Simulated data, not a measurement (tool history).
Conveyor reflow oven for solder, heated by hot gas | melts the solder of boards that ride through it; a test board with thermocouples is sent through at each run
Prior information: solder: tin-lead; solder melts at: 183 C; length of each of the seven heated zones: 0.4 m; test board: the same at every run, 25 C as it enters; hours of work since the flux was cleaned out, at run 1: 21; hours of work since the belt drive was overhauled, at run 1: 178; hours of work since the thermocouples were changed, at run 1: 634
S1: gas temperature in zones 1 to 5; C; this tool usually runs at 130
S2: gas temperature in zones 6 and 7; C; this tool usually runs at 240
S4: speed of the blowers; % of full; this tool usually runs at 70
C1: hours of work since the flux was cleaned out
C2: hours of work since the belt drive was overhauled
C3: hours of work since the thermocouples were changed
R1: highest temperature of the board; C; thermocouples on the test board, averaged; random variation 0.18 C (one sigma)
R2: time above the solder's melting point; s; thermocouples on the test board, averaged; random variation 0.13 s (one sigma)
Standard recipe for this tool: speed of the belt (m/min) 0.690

run 1 day=0.000 | S1=130 S2=240 speed_of_the_belt_(m/min)=0.690 S4=70 | C1=21 C2=178 C3=634 | R1=217.9 R2=49.4
run 2 day=0.896 | S1=130 S2=240 speed_of_the_belt_(m/min)=0.690 S4=70 | C1=37 C2=193 C3=649 | R1=217.3 R2=49.4
run 3 day=1.712 | S1=130 S2=238 speed_of_the_belt_(m/min)=0.690 S4=70 | C1=52 C2=208 C3=664 | R1=215.8 R2=48.3
run 4 day=2.117 | S1=130 S2=240 speed_of_the_belt_(m/min)=0.690 S4=80 | C1=59 C2=215 C3=671 | R1=219.5 R2=51.3
run 5 day=2.938 | S1=130 S2=240 speed_of_the_belt_(m/min)=0.690 S4=80 | C1=73 C2=230 C3=686 | R1=219.3 R2=50.9
run 6 day=3.379 | S1=130 S2=240 speed_of_the_belt_(m/min)=0.690 S4=70 | C1=81 C2=237 C3=693 | R1=217.2 R2=49.1
run 7 day=4.046 | S1=130 S2=240 speed_of_the_belt_(m/min)=0.690 S4=70 | C1=93 C2=249 C3=705 | R1=217.0 R2=48.9
run 8 day=4.467 | S1=130 S2=240 speed_of_the_belt_(m/min)=0.690 S4=70 | C1=100 C2=257 C3=713 | R1=216.9 R2=48.8
run 9 day=5.071 | S1=141 S2=240 speed_of_the_belt_(m/min)=0.690 S4=70 | C1=111 C2=267 C3=723 | R1=219.0 R2=54.2
run 10 day=6.000 | S1=141 S2=240 speed_of_the_belt_(m/min)=0.690 S4=70 | C1=127 C2=284 C3=740 | R1=218.6 R2=54.1
run 11 day=6.796 | S1=130 S2=240 speed_of_the_belt_(m/min)=0.674 S4=70 | C1=141 C2=298 C3=754 | R1=217.7 R2=50.5
run 12 day=7.771 | S1=130 S2=240 speed_of_the_belt_(m/min)=0.690 S4=70 | C1=159 C2=315 C3=771 | R1=216.4 R2=48.4
run 13 day=8.550 | S1=130 S2=240 speed_of_the_belt_(m/min)=0.690 S4=70 | C1=172 C2=329 C3=785 | R1=216.2 R2=48.4
run 14 day=8.983 | S1=130 S2=240 speed_of_the_belt_(m/min)=0.690 S4=70 | C1=180 C2=337 C3=792 | R1=216.1 R2=48.4
run 15 day=9.604 | S1=134 S2=240 speed_of_the_belt_(m/min)=0.690 S4=70 | C1=191 C2=347 C3=803 | R1=216.9 R2=50.3
run 16 day=10.358 | S1=134 S2=240 speed_of_the_belt_(m/min)=0.690 S4=70 | C1=204 C2=361 C3=817 | R1=216.9 R2=50.0
-- day=11.017 flux residue cleaned out of gas plates and filters
run 17 day=11.154 | S1=130 S2=239 speed_of_the_belt_(m/min)=0.690 S4=70 | C1=2 C2=371 C3=827 | R1=216.9 R2=49.3
run 18 day=12.050 | S1=139 S2=253 speed_of_the_belt_(m/min)=0.690 S4=70 | C1=18 C2=387 C3=843 | R1=230.9 R2=60.6
run 19 day=12.562 | S1=130 S2=250 speed_of_the_belt_(m/min)=0.556 S4=54 | C1=27 C2=396 C3=852 | R1=230.3 R2=72.3
run 20 day=13.354 | S1=145 S2=236 speed_of_the_belt_(m/min)=0.767 S4=88 | C1=41 C2=410 C3=866 | R1=217.1 R2=49.0
run 21 day=13.767 | S1=145 S2=236 speed_of_the_belt_(m/min)=0.767 S4=88 | C1=49 C2=417 C3=873 | R1=216.9 R2=48.7
run 22 day=14.312 | S1=120 S2=236 speed_of_the_belt_(m/min)=0.681 S4=88 | C1=58 C2=427 C3=883 | R1=216.7 R2=47.5
run 23 day=15.288 | S1=120 S2=236 speed_of_the_belt_(m/min)=0.681 S4=88 | C1=76 C2=444 C3=900 | R1=216.5 R2=47.3
run 24 day=15.750 | S1=130 S2=240 speed_of_the_belt_(m/min)=0.565 S4=64 | C1=84 C2=453 C3=908 | R1=223.1 R2=66.1
run 25 day=16.179 | S1=117 S2=240 speed_of_the_belt_(m/min)=0.690 S4=67 | C1=91 C2=460 C3=916 | R1=213.7 R2=42.8
run 26 day=17.025 | S1=117 S2=240 speed_of_the_belt_(m/min)=0.690 S4=53 | C1=106 C2=475 C3=931 | R1=208.7 R2=38.5
run 27 day=17.746 | S1=117 S2=240 speed_of_the_belt_(m/min)=0.690 S4=53 | C1=119 C2=488 C3=944 | R1=208.8 R2=38.1
run 28 day=18.617 | S1=130 S2=251 speed_of_the_belt_(m/min)=0.690 S4=70 | C1=134 C2=503 C3=959 | R1=226.1 R2=55.3
run 29 day=19.496 | S1=130 S2=251 speed_of_the_belt_(m/min)=0.690 S4=70 | C1=150 C2=519 C3=975 | R1=225.8 R2=55.1
run 30 day=20.067 | S1=130 S2=251 speed_of_the_belt_(m/min)=0.690 S4=70 | C1=160 C2=529 C3=985 | R1=225.4 R2=55.1

Here are 3 independent what-if runs from the current tool condition. What would each one return?
run A day=20.800 | S1=130 S2=251 speed_of_the_belt_(m/min)=0.690 S4=66 | C1=173 C2=542 C3=998 | R1=? R2=?
run B day=20.800 | S1=130 S2=237 speed_of_the_belt_(m/min)=0.690 S4=70 | C1=173 C2=542 C3=998 | R1=? R2=?
run C day=20.800 | S1=130 S2=250 speed_of_the_belt_(m/min)=0.647 S4=88 | C1=173 C2=542 C3=998 | R1=? R2=?

run=A R1=224.5 R2=54.3
run=B R1=213.8 R2=46.8
run=C R1=231.1 R2=62.3
Stripped of hidden state, with their random variation kept, the same runs would have yielded:
run=A R1=226.9 R2=55.4
run=B R1=216.1 R2=48.4
run=C R1=233.5 R2=63.1
